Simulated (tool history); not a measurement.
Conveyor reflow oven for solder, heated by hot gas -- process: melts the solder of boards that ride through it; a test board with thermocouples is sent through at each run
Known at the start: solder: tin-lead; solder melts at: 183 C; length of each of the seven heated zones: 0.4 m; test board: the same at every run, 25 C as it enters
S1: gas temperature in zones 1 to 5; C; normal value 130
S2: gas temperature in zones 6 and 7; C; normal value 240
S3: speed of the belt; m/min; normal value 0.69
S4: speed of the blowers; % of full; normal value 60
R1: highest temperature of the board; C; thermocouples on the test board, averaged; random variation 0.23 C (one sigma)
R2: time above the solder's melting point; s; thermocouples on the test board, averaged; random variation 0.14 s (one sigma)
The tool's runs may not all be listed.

run    hour   S1   S2     S3  S4     R1    R2
  1       0  130  240   0.69  60  220.6  52.2
       64.9  -- flux residue cleaned out of gas plates and filters
  2    93.2  130  240   0.69  60  221.6  52.9
  3   151.9  130  240   0.69  60  221.9  52.6
  4   219.9  130  240   0.69  84  225.7  55.6
      287.9  -- thermocouples of zones 6 and 7 changed
  5   287.9  130  240  0.602  84  230.1    67
      338.1  -- flux residue cleaned out of gas plates and filters
  6   391.6  130  240   0.69  60  222.4  53.5
  7   479.4  130  240   0.69  60  222.1  53.2
  8   530.4  130  240   0.69  60  221.4  53.2
  9   597.1  130  240   0.69  60  221.3    53
      611.3  -- flux residue cleaned out of gas plates and filters
 10   650.2  130  240  0.636  60  224.8    60
 11   719.4  130  240  0.636  60  224.4  59.8
 12   815.7  130  240  0.636  60  224.4  59.5
      880.5  -- flux residue cleaned out of gas plates and filters
 13   911.6  130  240  0.753  60  218.9  46.7
 14   992.1  130  240  0.753  60  218.5  46.4
 15  1048.7  130  240   0.69  60  221.4  53.1
     1106.3  -- belt drive overhauled, speed set with a stopwatch
     1150.2  -- flux residue cleaned out of gas plates and filters
 16  1150.6  128  240  0.669  53  220.9  54.2
 17  1213.2  137  231  0.625  86    221  62.9
     1261.8  -- thermocouples of zones 6 and 7 changed
 18  1280.8  134  248   0.56  73  238.8  78.5
 19  1337.2  142  248   0.74  89  234.2  59.7
 20  1411.5  142  248   0.74  89  233.6  59.4
     1420.8  -- flux residue cleaned out of gas plates and filters
 21  1486.6  144  246   0.74  89  232.8  59.7
 22  1533.9  130  248   0.69  60  229.4  58.4
       1555  -- belt drive overhauled, speed set with a stopwatch, once more
 23  1595.3  130  248   0.69  60  229.3  56.9
     1690.3  -- flux residue cleaned out of gas plates and filters
 24  1696.6  144  248  0.804  60  226.3  50.9
 25  1778.5  141  248  0.804  62  226.1  49.9
 26  1877.4  141  248  0.804  62  225.3  49.8
 27  1946.2  141  248  0.804  62  224.9  49.6
     1955.5  -- flux residue cleaned out of gas plates and filters
 28  2038.3  130  233  0.629  52  216.8  54.5
 29  2124.8  144  233  0.629  77  222.4  64.1

Here are 4 independent what-if runs from the current tool condition. What would each one return?
  A  2183.3  130  240   0.69  67   ?   ?
  B  2183.3  130  240   0.69  55   ?   ?
  C  2183.3  127  233  0.629  77   ?   ?
  D  2183.3  130  240  0.823  60   ?   ?

run     R1    R2
  A  222.2  53.8
  B  219.8  51.4
  C  220.2  57.3
  D  214.2  39.1
Stripped of hidden state, with their random variation kept, the same runs would have yielded:
run     R1    R2
  A  224.1  54.8
  B  221.5  52.4
  C    222  58.4
  D  216.1  40.2
